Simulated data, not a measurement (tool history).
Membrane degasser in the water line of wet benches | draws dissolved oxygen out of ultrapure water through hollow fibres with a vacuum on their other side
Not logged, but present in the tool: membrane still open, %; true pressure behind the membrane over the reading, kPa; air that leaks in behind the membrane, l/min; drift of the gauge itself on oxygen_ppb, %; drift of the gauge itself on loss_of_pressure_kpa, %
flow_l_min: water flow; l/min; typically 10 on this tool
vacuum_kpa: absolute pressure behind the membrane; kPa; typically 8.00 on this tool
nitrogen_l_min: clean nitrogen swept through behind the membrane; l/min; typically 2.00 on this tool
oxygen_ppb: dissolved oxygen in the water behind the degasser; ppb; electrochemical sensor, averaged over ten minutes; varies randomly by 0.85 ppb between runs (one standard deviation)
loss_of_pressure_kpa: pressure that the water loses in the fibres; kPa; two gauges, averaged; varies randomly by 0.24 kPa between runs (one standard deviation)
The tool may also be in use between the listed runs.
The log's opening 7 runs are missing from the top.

run    hour  flow_l_min  vacuum_kpa  nitrogen_l_min  hours since the membrane was changed  hours since the vacuum gauge was calibrated  hours since the vacuum lines were made tight  oxygen_ppb  loss_of_pressure_kpa
  8   405.8          10        8.00            2.00                                  3168                                         1676                                          1291        79.7                 60.39
  9   471.7          10        8.00            2.00                                  3234                                         1742                                          1357        79.6                 60.43
 10   557.9          10        8.00            2.00                                  3320                                         1828                                          1444        79.9                 60.40
 11   595.0          10        8.00            2.00                                  3357                                         1865                                          1481        80.3                 60.28
 12   657.2          10        8.00            2.00                                  3420                                         1928                                          1543        79.1                 60.58
 13   731.2          10        8.00            2.00                                  3494                                         2001                                          1617        79.2                 60.50
 14   787.2          16        8.00            2.00                                  3550                                         2057                                          1673       220.6                 96.92
 15   871.3          16        8.00            2.00                                  3634                                         2142                                          1757       219.5                 97.11
 16   918.7          10        8.00            2.00                                  3681                                         2189                                          1804        78.7                 60.34
 17   968.4           7       10.23            2.16                                  3731                                         2239                                          1854        58.1                 42.28
 18  1014.4           6       14.89            1.32                                  3777                                         2285                                          1900       130.7                 36.09
 19  1056.2           7       14.89            1.32                                  3819                                         2327                                          1942       154.2                 42.28
 20  1143.4           7       14.89            1.32                                  3906                                         2414                                          2029       152.4                 42.66
 21  1212.5          12       12.77            1.68                                  3975                                         2483                                          2098       208.3                 72.41
 22  1268.6          12       12.77            1.68                                  4031                                         2539                                          2154       206.8                 72.41
 23  1304.5          10       12.77            2.85                                  4067                                         2575                                          2190       105.3                 60.10
 24  1358.4          10       12.77            2.85                                  4121                                         2629                                          2244       101.2                 60.56
 25  1432.2          13        8.00            1.36                                  4195                                         2702                                          2318       169.9                 78.18
 26  1471.6          13        8.00            1.36                                  4234                                         2742                                          2357       171.2                 78.28
 27  1532.6           8       14.30            1.92                                  4295                                         2803                                          2418       117.5                 48.26
 28  1601.7          11        5.24            5.13                                  4364                                         2872                                          2487        43.6                 66.74
 29  1681.7          11        5.24            5.13                                  4444                                         2952                                          2567        43.2                 66.59
 30  1764.9          11        5.24            5.13                                  4527                                         3035                                          2651        43.7                 66.83
 31  1820.8          11       16.01            5.13                                  4583                                         3091                                          2706       101.0                 66.10
 32  1898.2          13       11.86            2.00                                  4661                                         3168                                          2784       194.3                 78.05

Here are 4 independent what-if runs from the current tool condition. What would each one return?
  A  1969.7          10        8.00            4.36                                  4732                                         3240                                          2855           ?                     ?
  B  1969.7           7        8.35            4.60                                  4732                                         3240                                          2855           ?                     ?
  C  1969.7          10        8.00            1.81                                  4732                                         3240                                          2855           ?                     ?
  D  1969.7          13        6.87            2.00                                  4732                                         3240                                          2855           ?                     ?

run  oxygen_ppb  loss_of_pressure_kpa
  A        49.1                 60.32
  B        23.6                 42.11
  C        85.1                 60.22
  D       121.3                 78.35
Had the tool no hidden state, the same runs would have come out as:
run  oxygen_ppb  loss_of_pressure_kpa
  A        49.0                 60.29
  B        23.6                 42.10
  C        85.0                 60.20
  D       121.1                 78.32

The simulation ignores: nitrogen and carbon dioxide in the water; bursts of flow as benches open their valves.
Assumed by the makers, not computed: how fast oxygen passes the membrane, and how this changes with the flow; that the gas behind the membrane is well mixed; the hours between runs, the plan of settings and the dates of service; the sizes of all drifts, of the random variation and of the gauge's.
